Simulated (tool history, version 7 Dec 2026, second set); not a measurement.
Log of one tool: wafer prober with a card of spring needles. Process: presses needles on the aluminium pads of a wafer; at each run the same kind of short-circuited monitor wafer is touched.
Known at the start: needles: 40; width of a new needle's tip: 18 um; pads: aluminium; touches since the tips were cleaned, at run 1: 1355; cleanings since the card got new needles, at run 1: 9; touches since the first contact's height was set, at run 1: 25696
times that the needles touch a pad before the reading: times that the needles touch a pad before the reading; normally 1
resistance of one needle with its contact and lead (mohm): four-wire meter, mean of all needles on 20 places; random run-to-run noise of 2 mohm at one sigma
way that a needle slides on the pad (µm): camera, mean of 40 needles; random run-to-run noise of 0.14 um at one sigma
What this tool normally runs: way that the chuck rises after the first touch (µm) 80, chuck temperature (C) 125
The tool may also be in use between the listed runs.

run	day	way that the chuck rises after the first touch (µm)	chuck temperature (C)	times that the needles touch a pad before the reading	touches since the tips were cleaned	cleanings since the card got new needles	touches since the first contact's height was set	resistance of one needle with its contact and lead (mohm)	way that a needle slides on the pad (µm)
1	0	80	125	1	1355	9	25696	208	12.08
# day 0.112: tips cleaned on abrasive film
# day 0.375: tips cleaned on abrasive film
# day 0.646: tips cleaned on abrasive film
# day 0.917: tips cleaned on abrasive film
2	1.025	80	125	1	1139	13	36049	211	12.23
# day 1.188: tips cleaned on abrasive film
# day 1.462: tips cleaned on abrasive film
3	1.471	80	125	1	81	15	40504	209	12.39
# day 1.692: tips cleaned on abrasive film
# day 1.967: tips cleaned on abrasive film
4	2.125	80	26	1	1592	17	47114	187	12.25
# day 2.238: tips cleaned on abrasive film
# day 2.525: tips cleaned on abrasive film
# day 2.8: tips cleaned on abrasive film
5	2.908	80	26	1	1121	20	55040	188	12.41
# day 3.079: tips cleaned on abrasive film
# day 3.308: tips cleaned on abrasive film
# day 3.575: tips cleaned on abrasive film
6	3.575	99	125	1	0	23	61759	204	15.01
# day 3.846: tips cleaned on abrasive film
7	4.05	99	125	1	2071	24	66565	208	14.73
# day 4.108: tips cleaned on abrasive film
# day 4.396: tips cleaned on abrasive film
# day 4.675: tips cleaned on abrasive film
8	4.867	99	125	1	1947	27	74799	209	15.03
# day 4.925: tips cleaned on abrasive film
# day 5.208: tips cleaned on abrasive film
# day 5.492: tips cleaned on abrasive film
# day 5.762: tips cleaned on abrasive film
9	5.904	99	125	1	1447	31	85263	206	15.28
# day 6.012: tips cleaned on abrasive film
# day 6.242: tips cleaned on abrasive film
10	6.371	80	125	1	1319	33	89954	211	12.2
# day 6.488: tips cleaned on abrasive film
# day 6.75: tips cleaned on abrasive film
11	6.858	80	100	1	1117	35	94878	207	12.23
# day 7.029: tips cleaned on abrasive film
# day 7.304: tips cleaned on abrasive film
# day 7.533: tips cleaned on abrasive film
12	7.75	80	125	1	2211	38	103878	209	11.95
# day 7.808: tips cleaned on abrasive film
# day 8.092: tips cleaned on abrasive film
# day 8.379: tips cleaned on abrasive film
# day 8.633: tips cleaned on abrasive film
13	8.633	80	125	1	0	42	112756	209	12.07
# day 8.904: tips cleaned on abrasive film
# day 9.183: tips cleaned on abrasive film
# day 9.467: tips cleaned on abrasive film
14	9.562	80	125	1	1003	45	122174	209	11.88
# day 9.729: tips cleaned on abrasive film
# day 9.954: tips cleaned on abrasive film
# day 10.233: tips cleaned on abrasive film
15	10.262	80	125	1	279	48	129215	212	12.26
# day 10.492: tips cleaned on abrasive film
# day 10.775: tips cleaned on abrasive film
16	10.962	99	125	1	1918	50	136300	207	14.94
# day 11.021: tips cleaned on abrasive film
# day 11.3: tips cleaned on abrasive film
# day 11.571: tips cleaned on abrasive film
# day 11.846: tips cleaned on abrasive film
17	11.846	99	125	1	0	54	145190	207	15.21
# day 12.121: tips cleaned on abrasive film
# day 12.404: tips cleaned on abrasive film
18	12.417	94	59	2	136	56	150960	192	14.38
# day 12.633: tips cleaned on abrasive film
# day 12.921: tips cleaned on abrasive film
# day 13.192: tips cleaned on abrasive film
19	13.208	94	59	2	134	59	158918	194	14.11
# day 13.471: tips cleaned on abrasive film
# day 13.75: tips cleaned on abrasive film
# day 14.012: tips cleaned on abrasive film
20	14.012	73	41	2	0	62	167070	192	11.15
# day 14.296: tips cleaned on abrasive film
# day 14.579: tips cleaned on abrasive film
21	14.592	75	26	2	108	64	172892	188	11.55
# day 14.85: tips cleaned on abrasive film
# day 15.125: tips cleaned on abrasive film
# day 15.408: tips cleaned on abrasive film
22	15.429	77	34	1	198	67	181363	189	11.82
# day 15.65: tips cleaned on abrasive film
# day 15.912: tips cleaned on abrasive film
23	16.075	77	34	2	1650	69	187877	188	11.7
# day 16.188: tips cleaned on abrasive film
# day 16.454: tips cleaned on abrasive film
# day 16.683: tips cleaned on abrasive film
24	16.808	77	34	2	1268	72	195270	192	11.5
# day 16.925: tips cleaned on abrasive film
# day 17.208: tips cleaned on abrasive film
# day 17.221: height of the first contact set anew
25	17.308	77	34	2	922	74	922	187	11.51
# day 17.483: tips cleaned on abrasive film
# day 17.758: tips cleaned on abrasive film
# day 18.029: tips cleaned on abrasive film
26	18.075	77	34	2	465	77	8623	193	11.77
# day 18.304: tips cleaned on abrasive film
# day 18.583: tips cleaned on abrasive film
27	18.688	80	86	2	1061	79	14817	201	12.11

How the hidden state differs across the entries between the runs, from the last listed run before each to the first after it:
Run 1 -> run 2: tips cleaned on abrasive film (day 0.112); tips cleaned on abrasive film (day 0.375); tips cleaned on abrasive film (day 0.646); tips cleaned on abrasive film (day 0.917)
  way that the needles fall short of the set height, um: 0 -> 0.01
Run 2 -> run 3: tips cleaned on abrasive film (day 1.188); tips cleaned on abrasive film (day 1.462)
  debris on the tips, nm: 0.3 -> 0.1
Run 3 -> run 4: tips cleaned on abrasive film (day 1.692); tips cleaned on abrasive film (day 1.967)
  debris on the tips, nm: 0.1 -> 0.3
Run 4 -> run 5: tips cleaned on abrasive film (day 2.238); tips cleaned on abrasive film (day 2.525); tips cleaned on abrasive film (day 2.8)
  debris on the tips, nm: 0.3 -> 0.2
Run 5 -> run 6: tips cleaned on abrasive film (day 3.079); tips cleaned on abrasive film (day 3.308); tips cleaned on abrasive film (day 3.575)
  debris on the tips, nm: 0.2 -> 0
Run 6 -> run 7: tips cleaned on abrasive film (day 3.846)
  debris on the tips, nm: 0 -> 0.4
Run 7 -> run 8: tips cleaned on abrasive film (day 4.108); tips cleaned on abrasive film (day 4.396); tips cleaned on abrasive film (day 4.675)
  both runs share identical hidden conditions
Run 8 -> run 9: tips cleaned on abrasive film (day 4.925); tips cleaned on abrasive film (day 5.208); tips cleaned on abrasive film (day 5.492); tips cleaned on abrasive film (day 5.762)
  debris on the tips, nm: 0.4 -> 0.3
Run 9 -> run 10: tips cleaned on abrasive film (day 6.012); tips cleaned on abrasive film (day 6.242)
  way that the needles fall short of the set height, um: 0.01 -> 0.02; tips' diameter, um: 18 -> 18.01
Run 10 -> run 11: tips cleaned on abrasive film (day 6.488); tips cleaned on abrasive film (day 6.75)
  both runs share identical hidden conditions
Run 11 -> run 12: tips cleaned on abrasive film (day 7.029); tips cleaned on abrasive film (day 7.304); tips cleaned on abrasive film (day 7.533)
  debris on the tips, nm: 0.3 -> 0.4
Run 12 -> run 13: tips cleaned on abrasive film (day 7.808); tips cleaned on abrasive film (day 8.092); tips cleaned on abrasive film (day 8.379); tips cleaned on abrasive film (day 8.633)
  debris on the tips, nm: 0.4 -> 0
Run 13 -> run 14: tips cleaned on abrasive film (day 8.904); tips cleaned on abrasive film (day 9.183); tips cleaned on abrasive film (day 9.467)
  debris on the tips, nm: 0 -> 0.3
Run 14 -> run 15: tips cleaned on abrasive film (day 9.729); tips cleaned on abrasive film (day 9.954); tips cleaned on abrasive film (day 10.233)
  debris on the tips, nm: 0.3 -> 0.1
Run 15 -> run 16: tips cleaned on abrasive film (day 10.492); tips cleaned on abrasive film (day 10.775)
  debris on the tips, nm: 0.1 -> 0.4
Run 16 -> run 17: tips cleaned on abrasive film (day 11.021); tips cleaned on abrasive film (day 11.3); tips cleaned on abrasive film (day 11.571); tips cleaned on abrasive film (day 11.846)
  debris on the tips, nm: 0.4 -> 0.1
Run 17 -> run 18: tips cleaned on abrasive film (day 12.121); tips cleaned on abrasive film (day 12.404)
  way that the needles fall short of the set height, um: 0.02 -> 0.03
Run 18 -> run 19: tips cleaned on abrasive film (day 12.633); tips cleaned on abrasive film (day 12.921); tips cleaned on abrasive film (day 13.192)
  both runs share identical hidden conditions
Run 19 -> run 20: tips cleaned on abrasive film (day 13.471); tips cleaned on abrasive film (day 13.75); tips cleaned on abrasive film (day 14.012)
  debris on the tips, nm: 0.1 -> 0
Run 20 -> run 21: tips cleaned on abrasive film (day 14.296); tips cleaned on abrasive film (day 14.579)
  debris on the tips, nm: 0 -> 0.1
Run 21 -> run 22: tips cleaned on abrasive film (day 14.85); tips cleaned on abrasive film (day 15.125); tips cleaned on abrasive film (day 15.408)
  both runs share identical hidden conditions
Run 22 -> run 23: tips cleaned on abrasive film (day 15.65); tips cleaned on abrasive film (day 15.912)
  debris on the tips, nm: 0.1 -> 0.3
Run 23 -> run 24: tips cleaned on abrasive film (day 16.188); tips cleaned on abrasive film (day 16.454); tips cleaned on abrasive film (day 16.683)
  both runs share identical hidden conditions
Run 24 -> run 25: tips cleaned on abrasive film (day 16.925); tips cleaned on abrasive film (day 17.208); height of the first contact set anew (day 17.221)
  debris on the tips, nm: 0.3 -> 0.2; way that the needles fall short of the set height, um: 0.03 -> 0
Run 25 -> run 26: tips cleaned on abrasive film (day 17.483); tips cleaned on abrasive film (day 17.758); tips cleaned on abrasive film (day 18.029)
  both runs share identical hidden conditions
Run 26 -> run 27: tips cleaned on abrasive film (day 18.304); tips cleaned on abrasive film (day 18.583)
  debris on the tips, nm: 0.2 -> 0.3

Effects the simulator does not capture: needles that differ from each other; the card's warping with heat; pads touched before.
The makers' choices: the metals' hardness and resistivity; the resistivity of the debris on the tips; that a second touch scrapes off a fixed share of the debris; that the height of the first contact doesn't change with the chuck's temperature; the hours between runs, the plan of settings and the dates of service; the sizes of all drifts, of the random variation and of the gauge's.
